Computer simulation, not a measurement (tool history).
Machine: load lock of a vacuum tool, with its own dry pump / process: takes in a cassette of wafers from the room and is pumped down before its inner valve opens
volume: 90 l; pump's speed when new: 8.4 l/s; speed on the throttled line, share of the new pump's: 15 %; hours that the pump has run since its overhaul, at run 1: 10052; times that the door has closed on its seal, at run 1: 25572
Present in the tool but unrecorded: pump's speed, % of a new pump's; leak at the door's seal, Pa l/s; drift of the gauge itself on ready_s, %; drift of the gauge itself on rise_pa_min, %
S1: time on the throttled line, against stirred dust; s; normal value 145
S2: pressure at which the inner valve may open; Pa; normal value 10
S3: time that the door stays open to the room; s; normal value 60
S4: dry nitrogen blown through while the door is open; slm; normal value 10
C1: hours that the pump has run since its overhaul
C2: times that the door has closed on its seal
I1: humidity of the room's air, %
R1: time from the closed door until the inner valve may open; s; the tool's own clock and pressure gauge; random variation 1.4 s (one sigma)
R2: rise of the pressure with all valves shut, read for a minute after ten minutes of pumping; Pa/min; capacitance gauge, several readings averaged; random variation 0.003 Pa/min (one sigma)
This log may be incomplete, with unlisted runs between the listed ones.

{"run": 1, "hour": 0.0, "S1": 145, "S2": 10, "S3": 60, "S4": 10, "C1": 10052, "C2": 25572, "I1": 43, "R1": 245.2, "R2": 0.198}
{"run": 2, "hour": 141.0, "S1": 145, "S2": 10, "S3": 123, "S4": 10, "C1": 10193, "C2": 26123, "I1": 43, "R1": 243.3, "R2": 0.221}
{"run": 3, "hour": 286.2, "S1": 145, "S2": 10, "S3": 123, "S4": 10, "C1": 10339, "C2": 26691, "I1": 45.4, "R1": 242.4, "R2": 0.237}
{"run": 4, "hour": 362.1, "S1": 145, "S2": 10, "S3": 123, "S4": 10, "C1": 10414, "C2": 26988, "I1": 43.4, "R1": 242.1, "R2": 0.234}
{"run": 5, "hour": 480.6, "S1": 119, "S2": 10, "S3": 123, "S4": 10, "C1": 10533, "C2": 27451, "I1": 44.7, "R1": 221.1, "R2": 0.249}
{"run": 6, "hour": 658.9, "S1": 119, "S2": 10, "S3": 123, "S4": 10, "C1": 10711, "C2": 28148, "I1": 46.5, "R1": 222, "R2": 0.262}
{"run": 7, "hour": 769.8, "S1": 145, "S2": 10, "S3": 60, "S4": 10, "C1": 10822, "C2": 28582, "I1": 42, "R1": 243.7, "R2": 0.237}
{"run": 8, "hour": 883.0, "S1": 145, "S2": 10, "S3": 60, "S4": 10, "C1": 10935, "C2": 29024, "I1": 45.9, "R1": 244.8, "R2": 0.239}
{"run": 9, "hour": 992.8, "S1": 145, "S2": 10, "S3": 60, "S4": 10, "C1": 11045, "C2": 29453, "I1": 48.4, "R1": 245.8, "R2": 0.251}
{"run": 10, "hour": 1176.9, "S1": 145, "S2": 10, "S3": 60, "S4": 10, "C1": 11229, "C2": 30173, "I1": 44.7, "R1": 241.5, "R2": 0.264}
{"run": 11, "hour": 1285.7, "S1": 145, "S2": 10, "S3": 95, "S4": 10, "C1": 11338, "C2": 30599, "I1": 45.4, "R1": 249.2, "R2": 0.279}
{"run": 12, "hour": 1383.6, "S1": 145, "S2": 10, "S3": 95, "S4": 10, "C1": 11436, "C2": 30981, "I1": 45.5, "R1": 247.8, "R2": 0.286}
{"run": 13, "hour": 1545.0, "S1": 145, "S2": 10, "S3": 95, "S4": 10, "C1": 11597, "C2": 31612, "I1": 44.1, "R1": 244.4, "R2": 0.287}
{"run": 14, "hour": 1652.8, "S1": 160, "S2": 10, "S3": 95, "S4": 10, "C1": 11705, "C2": 32034, "I1": 44.9, "R1": 260.1, "R2": 0.298}
{"run": 15, "hour": 1754.2, "S1": 114, "S2": 10, "S3": 60, "S4": 10, "C1": 11807, "C2": 32430, "I1": 45.9, "R1": 221.2, "R2": 0.288}
{"run": 16, "hour": 1896.2, "S1": 145, "S2": 10, "S3": 60, "S4": 10, "C1": 11949, "C2": 32985, "I1": 47, "R1": 246.7, "R2": 0.302}
{"hour": 1952.3, "done": "dry pump taken out, an overhauled one fitted"}
{"run": 17, "hour": 2002.9, "S1": 145, "S2": 10, "S3": 60, "S4": 10, "C1": 51, "C2": 33379, "I1": 47, "R1": 224.1, "R2": 0.309}
{"run": 18, "hour": 2126.6, "S1": 145, "S2": 10, "S3": 60, "S4": 10, "C1": 174, "C2": 33863, "I1": 47.9, "R1": 226.6, "R2": 0.32}
{"run": 19, "hour": 2214.7, "S1": 145, "S2": 10, "S3": 60, "S4": 10, "C1": 262, "C2": 34207, "I1": 44, "R1": 224.8, "R2": 0.313}

Estimate the outcome of run 20 from the log above:
{"run": 20, "hour": 2355.5, "S1": 145, "S2": 10, "S3": 60, "S4": 10, "C1": 403, "C2": 34758, "I1": 44.1, "R1": "?", "R2": "?"}

R1: 225.5 s
R2: 0.33 Pa/min
Minus the tool's unlogged condition, the same run would have read R1 224.1 s, R2 0.037 Pa/min.

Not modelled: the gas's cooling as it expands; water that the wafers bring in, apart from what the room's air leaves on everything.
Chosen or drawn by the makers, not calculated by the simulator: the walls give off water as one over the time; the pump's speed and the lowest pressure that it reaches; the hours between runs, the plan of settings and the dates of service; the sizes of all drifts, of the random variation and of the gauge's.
